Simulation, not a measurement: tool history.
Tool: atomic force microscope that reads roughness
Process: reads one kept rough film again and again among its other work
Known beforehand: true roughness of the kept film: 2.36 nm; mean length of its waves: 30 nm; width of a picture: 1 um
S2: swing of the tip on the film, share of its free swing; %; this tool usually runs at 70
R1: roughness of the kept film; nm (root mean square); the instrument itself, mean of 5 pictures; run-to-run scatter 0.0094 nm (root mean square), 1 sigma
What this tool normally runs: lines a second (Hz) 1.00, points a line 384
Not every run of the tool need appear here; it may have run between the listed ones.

run 1 hour=0.0 | lines_a_second_(Hz)=1.00 S2=70 points_a_line=384 | R1=1.950
run 2 hour=7.1 | lines_a_second_(Hz)=1.00 S2=64 points_a_line=384 | R1=1.977
run 3 hour=14.8 | lines_a_second_(Hz)=1.00 S2=64 points_a_line=384 | R1=1.957
run 4 hour=25.4 | lines_a_second_(Hz)=1.00 S2=83 points_a_line=384 | R1=1.878
run 5 hour=39.5 | lines_a_second_(Hz)=1.00 S2=83 points_a_line=384 | R1=1.869
run 6 hour=47.3 | lines_a_second_(Hz)=1.00 S2=83 points_a_line=384 | R1=1.855
run 7 hour=56.2 | lines_a_second_(Hz)=1.00 S2=70 points_a_line=392 | R1=1.892
run 8 hour=64.2 | lines_a_second_(Hz)=1.00 S2=70 points_a_line=392 | R1=1.905
run 9 hour=73.7 | lines_a_second_(Hz)=1.00 S2=83 points_a_line=384 | R1=1.817
-- hour=75.9 height scale calibrated on a step standard
run 10 hour=83.3 | lines_a_second_(Hz)=1.00 S2=83 points_a_line=384 | R1=1.819
-- hour=89.7 new tip fitted
run 11 hour=95.2 | lines_a_second_(Hz)=1.00 S2=83 points_a_line=384 | R1=2.053
run 12 hour=110.4 | lines_a_second_(Hz)=1.00 S2=86 points_a_line=384 | R1=2.015
-- hour=119.6 height scale calibrated on a step standard, once more
run 13 hour=124.3 | lines_a_second_(Hz)=1.00 S2=86 points_a_line=384 | R1=2.025
run 14 hour=134.7 | lines_a_second_(Hz)=1.76 S2=70 points_a_line=814 | R1=2.031
run 15 hour=149.5 | lines_a_second_(Hz)=1.76 S2=70 points_a_line=814 | R1=2.002
run 16 hour=160.8 | lines_a_second_(Hz)=1.76 S2=64 points_a_line=814 | R1=2.038
run 17 hour=173.7 | lines_a_second_(Hz)=3.75 S2=70 points_a_line=384 | R1=1.905
run 18 hour=183.8 | lines_a_second_(Hz)=1.05 S2=70 points_a_line=502 | R1=2.009
run 19 hour=196.9 | lines_a_second_(Hz)=0.60 S2=56 points_a_line=1010 | R1=2.049
run 20 hour=212.7 | lines_a_second_(Hz)=1.90 S2=56 points_a_line=1010 | R1=1.986
run 21 hour=220.4 | lines_a_second_(Hz)=1.90 S2=56 points_a_line=1010 | R1=1.990
run 22 hour=229.4 | lines_a_second_(Hz)=1.90 S2=56 points_a_line=1010 | R1=1.984
run 23 hour=237.4 | lines_a_second_(Hz)=0.81 S2=57 points_a_line=994 | R1=1.999

Below are 4 alternative next runs, each starting from the tool's condition after run 23. Predict each:
run A hour=247.1 | lines_a_second_(Hz)=0.81 S2=68 points_a_line=494 | R1=?
run B hour=247.1 | lines_a_second_(Hz)=3.86 S2=70 points_a_line=940 | R1=?
run C hour=247.1 | lines_a_second_(Hz)=1.54 S2=70 points_a_line=384 | R1=?
run D hour=247.1 | lines_a_second_(Hz)=1.00 S2=60 points_a_line=367 | R1=?

run=A R1=1.956
run=B R1=1.803
run=C R1=1.915
run=D R1=1.961
Without the tool's unlogged condition, the same runs would have read:
run=A R1=2.142
run=B R1=1.975
run=C R1=2.097
run=D R1=2.147
